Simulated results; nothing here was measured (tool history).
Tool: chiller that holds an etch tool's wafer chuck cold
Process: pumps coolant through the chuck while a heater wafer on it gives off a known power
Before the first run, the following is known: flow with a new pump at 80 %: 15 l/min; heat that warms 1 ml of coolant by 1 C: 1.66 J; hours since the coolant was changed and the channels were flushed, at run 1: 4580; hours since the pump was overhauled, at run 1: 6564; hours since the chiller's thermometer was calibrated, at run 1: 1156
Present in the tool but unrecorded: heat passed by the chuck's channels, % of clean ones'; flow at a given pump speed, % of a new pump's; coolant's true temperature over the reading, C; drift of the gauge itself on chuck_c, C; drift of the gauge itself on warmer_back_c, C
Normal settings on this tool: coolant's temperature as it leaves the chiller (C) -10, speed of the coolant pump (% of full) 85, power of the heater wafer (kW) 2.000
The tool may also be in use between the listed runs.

run,hour,coolant's temperature as it leaves the chiller (C),speed of the coolant pump (% of full),power of the heater wafer (kW),hours since the coolant was changed and the channels were flushed,hours since the pump was overhauled,hours since the chiller's thermometer was calibrated,chuck's temperature once it has settled (C),how much warmer the coolant comes back (C)
1,0.0,-10,85,2.000,4580,6564,1156,8.4,4.95
2,125.5,-10,85,2.660,4706,6690,1281,14.5,6.62
3,229.5,-10,85,2.660,4810,6794,1385,14.8,6.65
4,456.2,-10,85,2.660,5036,7021,1612,14.9,6.63
5,604.6,-10,85,2.660,5185,7169,1760,14.9,6.63
6,749.7,-10,85,2.660,5330,7314,1906,15.2,6.64
7,881.7,-10,85,2.660,5462,7446,2038,15.1,6.67
# hour 1023.7: chiller's thermometer calibrated
8,1095.9,-10,85,2.660,5675,7659,72,15.3,6.64
9,1209.8,-10,85,2.660,5789,7773,186,15.5,6.71
10,1403.9,-10,87,2.000,5983,7967,380,8.9,4.90
11,1525.5,-12,76,1.009,6105,8089,502,-1.4,2.82
12,1621.2,-12,76,1.009,6200,8185,598,-1.3,2.86
13,1808.6,-10,79,1.522,6388,8372,785,6.0,4.16
14,1929.2,-17,84,1.689,6508,8492,905,-0.2,4.33
15,2158.3,-17,84,1.689,6738,8722,1135,-0.1,4.38
16,2359.9,-17,84,1.689,6939,8923,1336,0.1,4.37
17,2511.2,-3,77,1.689,7090,9074,1487,15.6,4.77
18,2740.4,-3,92,1.914,7320,9304,1717,14.9,4.57
19,2835.7,-17,65,1.142,7415,9399,1812,-2.5,3.86

Below are 4 alternative next runs, each starting from the tool's condition after run 19. Predict each:
# hour 2950.2: coolant changed, channels flushed
A,3054.9,-17,65,1.077,105,9612,2025,?,?
# hour 2950.2: coolant changed, channels flushed
B,3054.9,-20,66,1.470,105,9612,2025,?,?
# hour 2950.2: coolant changed, channels flushed
C,3054.9,-17,73,1.142,105,9612,2025,?,?
# hour 2950.2: coolant changed, channels flushed
D,3054.9,-12,73,1.142,105,9612,2025,?,?

run,chuck's temperature once it has settled (C),how much warmer the coolant comes back (C)
A,-4.6,3.68
B,-3.3,4.91
C,-5.0,3.47
D,-0.1,3.46
What these runs would have given with no unlogged condition in the tool:
run,chuck's temperature once it has settled (C),how much warmer the coolant comes back (C)
A,-6.1,3.22
B,-5.3,4.29
C,-6.5,3.03
D,-1.6,3.02
